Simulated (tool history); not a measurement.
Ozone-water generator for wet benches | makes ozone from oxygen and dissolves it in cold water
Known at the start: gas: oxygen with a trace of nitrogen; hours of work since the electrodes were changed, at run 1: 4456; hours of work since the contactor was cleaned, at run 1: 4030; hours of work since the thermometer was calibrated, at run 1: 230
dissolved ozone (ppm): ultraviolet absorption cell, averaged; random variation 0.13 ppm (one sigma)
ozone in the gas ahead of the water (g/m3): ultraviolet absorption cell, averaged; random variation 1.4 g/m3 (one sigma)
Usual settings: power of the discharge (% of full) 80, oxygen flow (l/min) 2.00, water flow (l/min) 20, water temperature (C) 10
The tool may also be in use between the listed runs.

| run | hour | power of the discharge (% of full) | oxygen flow (l/min) | water flow (l/min) | water temperature (C) | hours of work since the electrodes were changed | hours of work since the contactor was cleaned | hours of work since the thermometer was calibrated | dissolved ozone (ppm) | ozone in the gas ahead of the water (g/m3) |
|---|---|---|---|---|---|---|---|---|---|---|
| 1 | 0.0 | 80 | 2.00 | 20 | 10 | 4456 | 4030 | 230 | 12.9 | 235.5 |
| 2 | 125.9 | 80 | 2.00 | 20 | 10 | 4581 | 4155 | 355 | 12.8 | 235.7 |
| 3 | 249.1 | 80 | 2.00 | 20 | 10 | 4703 | 4277 | 477 | 12.6 | 232.6 |
| 4 | 338.1 | 80 | 2.00 | 20 | 10 | 4791 | 4365 | 565 | 12.6 | 233.0 |
| 5 | 437.5 | 80 | 2.00 | 28 | 10 | 4890 | 4464 | 664 | 8.7 | 232.2 |
| 6 | 551.8 | 80 | 2.00 | 28 | 10 | 5003 | 4577 | 777 | 8.6 | 232.4 |
| 7 | 616.7 | 80 | 2.00 | 28 | 10 | 5067 | 4641 | 841 | 8.8 | 230.4 |
| 8 | 679.5 | 80 | 2.00 | 28 | 10 | 5130 | 4703 | 903 | 8.8 | 233.4 |
| 9 | 754.9 | 80 | 2.00 | 28 | 10 | 5204 | 4778 | 978 | 8.5 | 230.9 |
| 10 | 806.5 | 80 | 2.00 | 28 | 10 | 5255 | 4829 | 1029 | 8.6 | 233.3 |
| 11 | 876.4 | 80 | 2.00 | 20 | 10 | 5325 | 4898 | 1099 | 12.5 | 231.7 |
| 12 | 958.4 | 80 | 2.00 | 20 | 10 | 5406 | 4980 | 1180 | 12.6 | 229.4 |
|  | 970.2 | contactor cleaned |
| 13 | 1068.2 | 80 | 2.00 | 20 | 10 | 5511 | 97 | 1284 | 11.8 | 229.5 |
| 14 | 1156.1 | 80 | 2.00 | 20 | 10 | 5598 | 184 | 1372 | 11.7 | 228.4 |
|  | 1240.2 | contactor cleaned, once more |
| 15 | 1273.6 | 80 | 2.00 | 20 | 10 | 5710 | 33 | 1484 | 13.0 | 227.7 |
| 16 | 1364.6 | 80 | 2.00 | 20 | 10 | 5800 | 123 | 1574 | 13.0 | 227.1 |
| 17 | 1427.7 | 67 | 1.12 | 23 | 6 | 5863 | 186 | 1637 | 7.6 | 252.2 |
| 18 | 1529.9 | 58 | 1.12 | 19 | 9 | 5964 | 287 | 1738 | 8.3 | 223.7 |
| 19 | 1625.3 | 80 | 1.92 | 24 | 10 | 6058 | 381 | 1832 | 10.4 | 228.6 |
| 20 | 1743.5 | 80 | 1.92 | 24 | 10 | 6176 | 499 | 1949 | 10.5 | 230.6 |
| 21 | 1844.9 | 63 | 2.05 | 17 | 9 | 6276 | 599 | 2050 | 12.6 | 187.1 |
| 22 | 1943.4 | 63 | 2.05 | 17 | 9 | 6374 | 697 | 2148 | 12.7 | 186.5 |
| 23 | 2025.3 | 80 | 1.45 | 16 | 10 | 6455 | 778 | 2229 | 13.9 | 257.6 |
| 24 | 2137.4 | 80 | 1.45 | 12 | 11 | 6566 | 889 | 2340 | 18.2 | 252.8 |
| 25 | 2225.7 | 84 | 1.45 | 12 | 11 | 6653 | 976 | 2427 | 19.1 | 263.4 |
| 26 | 2341.0 | 80 | 1.72 | 20 | 8 | 6767 | 1090 | 2541 | 11.8 | 237.5 |
| 27 | 2436.5 | 86 | 1.79 | 26 | 12 | 6862 | 1185 | 2636 | 9.8 | 245.3 |
| 28 | 2549.0 | 85 | 1.95 | 15 | 12 | 6973 | 1296 | 2747 | 17.0 | 234.4 |
| 29 | 2639.1 | 85 | 2.78 | 31 | 12 | 7063 | 1386 | 2837 | 9.3 | 203.5 |
| 30 | 2733.4 | 80 | 1.26 | 29 | 17 | 7156 | 1479 | 2930 | 6.5 | 265.1 |

3 ways to go on from here, each from the tool as it stands after run 30. What would each give?
| A | 2795.2 | 80 | 1.32 | 29 | 6 | 7217 | 1540 | 2991 | ? | ? |
| B | 2795.2 | 80 | 2.00 | 29 | 10 | 7217 | 1540 | 2991 | ? | ? |
| C | 2795.2 | 40 | 1.26 | 16 | 15 | 7217 | 1540 | 2991 | ? | ? |

| run | dissolved ozone (ppm) | ozone in the gas ahead of the water (g/m3) |
|---|---|---|
| A | 6.9 | 262.6 |
| B | 8.5 | 223.1 |
| C | 7.5 | 158.5 |
Without the tool's hidden state the same runs would have given:
| run | dissolved ozone (ppm) | ozone in the gas ahead of the water (g/m3) |
|---|---|---|
| A | 8.3 | 311.4 |
| B | 10.2 | 264.5 |
| C | 8.3 | 172.6 |
